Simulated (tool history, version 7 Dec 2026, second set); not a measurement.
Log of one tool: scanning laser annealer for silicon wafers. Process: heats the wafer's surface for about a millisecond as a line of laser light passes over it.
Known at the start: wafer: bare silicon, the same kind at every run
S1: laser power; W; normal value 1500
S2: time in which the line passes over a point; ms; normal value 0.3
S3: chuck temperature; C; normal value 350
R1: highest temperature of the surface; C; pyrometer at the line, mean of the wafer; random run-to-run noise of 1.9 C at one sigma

run	hour	S1	S2	S3	R1
1	0	1500	0.3	350	1130
2	20.3	1500	0.3	350	1127
3	34.5	1500	0.3	350	1125
4	61.3	1500	0.3	350	1127
5	95	1500	0.243	350	1051
6	122.2	1500	0.243	350	1048
7	156.3	1500	0.29	350	1115
8	179.4	1500	0.3	350	1129
# hour 195.2: optics aligned, line set to its width
9	200.8	1500	0.3	350	1128
10	233.2	1500	0.255	350	1067
11	252.9	1500	0.3	350	1129
12	268.8	1500	0.3	350	1129
13	295.1	1500	0.3	350	1129
14	318.2	1500	0.3	350	1128
15	342.7	1500	0.3	350	1125
16	375	1500	0.3	350	1128
17	405.8	1500	0.3	335	1113
18	434.9	1500	0.282	350	1107
19	462.8	1500	0.282	355	1114
20	480	1500	0.282	355	1107
21	501.2	1500	0.282	355	1110
22	534.4	1500	0.268	350	1084
23	559.6	1500	0.29	376	1139
24	583.6	1500	0.29	376	1145
25	603.5	1500	0.29	376	1142
26	620.9	1606	0.261	347	1137
27	643.6	1577	0.261	366	1142
28	661	1454	0.255	320	1008
29	676.7	1374	0.317	375	1088
30	697.4	1374	0.317	375	1087
31	719.6	1374	0.317	375	1090
32	739.5	1588	0.268	315	1107
33	758.5	1284	0.305	370	1008
34	792.4	1318	0.3	350	1004
35	823.4	1431	0.28	314	1020
36	841.3	1431	0.238	314	964
37	861.4	1418	0.211	312	914
# hour 872.1: window over the wafer cleaned
38	877.5	1418	0.211	312	914
39	901.5	1500	0.226	364	1038
40	936.4	1564	0.3	350	1175
41	955.2	1564	0.3	350	1173

Below are 3 alternative next runs, each starting from the tool's condition after run 41. Predict each:
A	981.4	1564	0.242	313	?
B	981.4	1567	0.345	371	?
C	981.4	1500	0.294	350	?

run	R1
A	1048
B	1257
C	1116
What these runs would have given with no unlogged condition in the tool:
run	R1
A	1048
B	1257
C	1116

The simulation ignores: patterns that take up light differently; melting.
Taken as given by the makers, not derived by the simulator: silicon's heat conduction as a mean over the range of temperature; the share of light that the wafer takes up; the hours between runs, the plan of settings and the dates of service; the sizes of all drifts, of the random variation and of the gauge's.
